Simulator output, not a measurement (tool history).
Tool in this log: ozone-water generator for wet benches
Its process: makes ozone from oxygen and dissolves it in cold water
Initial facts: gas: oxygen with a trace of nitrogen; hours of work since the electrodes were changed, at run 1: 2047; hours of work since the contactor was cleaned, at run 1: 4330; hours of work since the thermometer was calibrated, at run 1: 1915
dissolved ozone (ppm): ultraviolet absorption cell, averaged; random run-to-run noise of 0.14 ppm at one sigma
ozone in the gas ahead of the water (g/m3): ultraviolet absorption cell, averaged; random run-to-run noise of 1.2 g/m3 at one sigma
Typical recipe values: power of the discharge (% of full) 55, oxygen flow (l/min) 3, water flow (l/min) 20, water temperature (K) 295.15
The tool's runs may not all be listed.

run     day  power of the discharge (% of full)  oxygen flow (l/min)  water flow (l/min)  water temperature (K)  hours of work since the electrodes were changed  hours of work since the contactor was cleaned  hours of work since the thermometer was calibrated  dissolved ozone (ppm)  ozone in the gas ahead of the water (g/m3)
  1       0                                  55                    3                  20                 295.15                                             2047                                           4330                                                1915                   16.1                                       212.5
  2   3.592                                  55                    3                  20                 295.15                                             2127                                           4410                                                1995                     16                                       214.7
  3   6.517                                  54                    3                  20                 295.15                                             2192                                           4475                                                2060                   15.8                                       213.3
  4  11.017                                  54                    3                  20                 295.15                                             2293                                           4575                                                2160                   15.8                                         209
  5    14.1                                  55                    3                  20                 299.15                                             2361                                           4644                                                2229                   15.4                                       212.7
  6  15.912                                  55                    3                  20                 299.15                                             2402                                           4684                                                2269                   15.2                                       214.1
  7  19.442                                  55                    3                  20                 289.15                                             2480                                           4762                                                2348                     17                                         213
  8  23.908                                  82                    3                  20                 295.15                                             2580                                           4862                                                2447                   20.5                                       270.1
  9  27.488                                  82                    3                  20                 295.15                                             2659                                           4942                                                2527                   20.5                                       271.6
 10  30.017                                  55                 3.12                  20                 295.15                                             2716                                           4998                                                2583                   15.8                                       205.3
 11  32.879                                  55                    3                  20                 290.15                                             2779                                           5062                                                2647                   16.9                                       210.7
 12  37.138                                  55                    3                  20                 295.15                                             2874                                           5156                                                2742                   15.9                                       208.5
 13  39.408                                  55                    3                  20                 295.15                                             2925                                           5207                                                2792                   16.2                                       211.1
 14  41.392                                  75                 2.32                  31                 289.15                                             2969                                           5251                                                2836                     13                                       305.4
 15  45.504                                  55                  1.8                  19                 295.15                                             3060                                           5343                                                2928                   16.9                                       299.9
 16    48.5                                  55                  1.8                  19                 295.15                                             3127                                           5409                                                2995                   16.6                                       299.4
 17  51.104                                  83                 4.59                  26                 295.15                                             3185                                           5467                                                3053                   16.1                                       201.3
 18  53.096                                  83                 4.59                  26                 295.15                                             3229                                           5512                                                3097                   16.2                                       200.9
 19  55.321                                  49                 3.57                  27                 303.15                                             3279                                           5561                                                3146                   10.5                                       173.2
 20  59.779                                  55                    3                  16                 294.15                                             3378                                           5660                                                3246                   19.4                                       209.1
 21  62.171                                  93                    3                  14                 294.15                                             3431                                           5714                                                3299                     30                                       287.2
     64.162  -- gauge calibrated
 22  64.862                                  49                    3                  14                 294.15                                             3491                                           5774                                                3359                     20                                       201.5
 23  67.954                                  56                 3.85                  21                 291.15                                             3560                                           5843                                                3428                   16.1                                       181.7
 24  72.429                                  95                 2.08                  20                 295.15                                             3660                                           5942                                                3527                   22.4                                       386.5
 25  74.512                                  64                 2.08                  20                 292.15                                             3706                                           5989                                                3574                   18.1                                       304.6

Here are 4 independent what-if runs from the current tool condition. What would each one return?
  A  78.95                                  64                 4.87                  20                 292.15                                             3805                                           6087                                                3672                      ?                                           ?
  B  78.95                                  50                 1.67                  17                 292.15                                             3805                                           6087                                                3672                      ?                                           ?
  C  78.95                                  55                    3                  20                 288.15                                             3805                                           6087                                                3672                      ?                                           ?
  D  78.95                                  55                  5.3                  20                 291.15                                             3805                                           6087                                                3672                      ?                                           ?

run  dissolved ozone (ppm)  ozone in the gas ahead of the water (g/m3)
  A                   17.2                                       163.9
  B                   18.1                                       302.8
  C                   17.1                                       212.1
  D                   16.1                                       141.6
With the hidden condition removed and each run's random variation left untouched, the same runs would have given:
run  dissolved ozone (ppm)  ozone in the gas ahead of the water (g/m3)
  A                   17.3                                       165.1
  B                   18.1                                       305.1
  C                   17.1                                       213.7
  D                   16.1                                       142.7
